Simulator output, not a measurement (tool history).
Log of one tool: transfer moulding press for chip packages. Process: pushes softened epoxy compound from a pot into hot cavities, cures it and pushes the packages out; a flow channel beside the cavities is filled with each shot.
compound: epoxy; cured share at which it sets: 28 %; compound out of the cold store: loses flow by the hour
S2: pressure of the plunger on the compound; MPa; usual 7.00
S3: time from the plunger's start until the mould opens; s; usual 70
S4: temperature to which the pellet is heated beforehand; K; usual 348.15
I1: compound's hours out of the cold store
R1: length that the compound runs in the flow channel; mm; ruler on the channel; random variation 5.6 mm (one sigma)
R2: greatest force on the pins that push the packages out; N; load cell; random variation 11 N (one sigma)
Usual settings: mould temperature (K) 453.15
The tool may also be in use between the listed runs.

Run 1, hour 0.0: usual settings; I1 11.8. Result: R1 807 mm, R2 527 N.
Run 2, hour 22.2: usual settings; I1 13.2. Result: R1 813 mm, R2 518 N.
Run 3, hour 43.1: usual settings; I1 35.4. Result: R1 766 mm, R2 495 N.
At hour 59.3: cavities cleaned with cleaning compound and waxed.
Run 4, hour 78.4: usual settings; I1 10.3. Result: R1 808 mm, R2 530 N.
Run 5, hour 105.8: usual settings; I1 15.2. Result: R1 810 mm, R2 502 N.
At hour 118.9: cavities cleaned with cleaning compound and waxed.
Run 6, hour 131.2: usual settings; I1 14.5. Result: R1 809 mm, R2 509 N.
Run 7, hour 171.3: usual settings but S2 6.21 MPa; I1 44.6. Result: R1 701 mm, R2 513 N.
At hour 179.4: cavities cleaned with cleaning compound and waxed.
Run 8, hour 191.2: usual settings; I1 43.9. Result: R1 748 mm, R2 500 N.
Run 9, hour 217.8: usual settings; I1 23.4. Result: R1 796 mm, R2 502 N.
At hour 239.6: cavities cleaned with cleaning compound and waxed.
Run 10, hour 248.7: usual settings but S3 56 s; I1 12.8. Result: R1 805 mm, R2 775 N.
Run 11, hour 276.7: usual settings; I1 35.7. Result: R1 762 mm, R2 511 N.
At hour 300.6: cavities cleaned with cleaning compound and waxed.
Run 12, hour 317.6: usual settings; I1 12.7. Result: R1 803 mm, R2 507 N.
Run 13, hour 348.8: usual settings but S3 65 s; I1 28.9. Result: R1 776 mm, R2 581 N.
At hour 362.9: cavities cleaned with cleaning compound and waxed.
At hour 373.3: plunger's sealing rings changed.
Run 14, hour 385.0: usual settings but S4 342.15 K; I1 12.2. Result: R1 810 mm, R2 522 N.
Run 15, hour 413.7: usual settings but S2 6.38 MPa, S4 350.15 K; I1 34.0. Result: R1 736 mm, R2 523 N.
At hour 426.3: cavities cleaned with cleaning compound and waxed.
Run 16, hour 441.6: usual settings but S2 6.22 MPa, S3 87 s; I1 29.1. Result: R1 728 mm, R2 428 N.
Run 17, hour 471.9: usual settings but S2 5.94 MPa, S3 58 s; I1 26.0. Result: R1 726 mm, R2 699 N.
At hour 486.4: cavities cleaned with cleaning compound and waxed.
Run 18, hour 514.6: usual settings but S2 5.94 MPa, S3 58 s; I1 34.6. Result: R1 711 mm, R2 697 N.
At hour 548.3: cavities cleaned with cleaning compound and waxed.
Run 19, hour 556.7: usual settings but S2 5.94 MPa, S3 58 s; I1 19.6. Result: R1 733 mm, R2 726 N.

The next listed run, before its measurement:
Run 20, hour 599.3: usual settings but S4 341.15 K; I1 41.9. Result: R1 ?, R2 ?.

{"run 20": {"R1": 752, "R2": 510}}
Without the tool's hidden state the same run would have given R1 753 mm, R2 504 N.
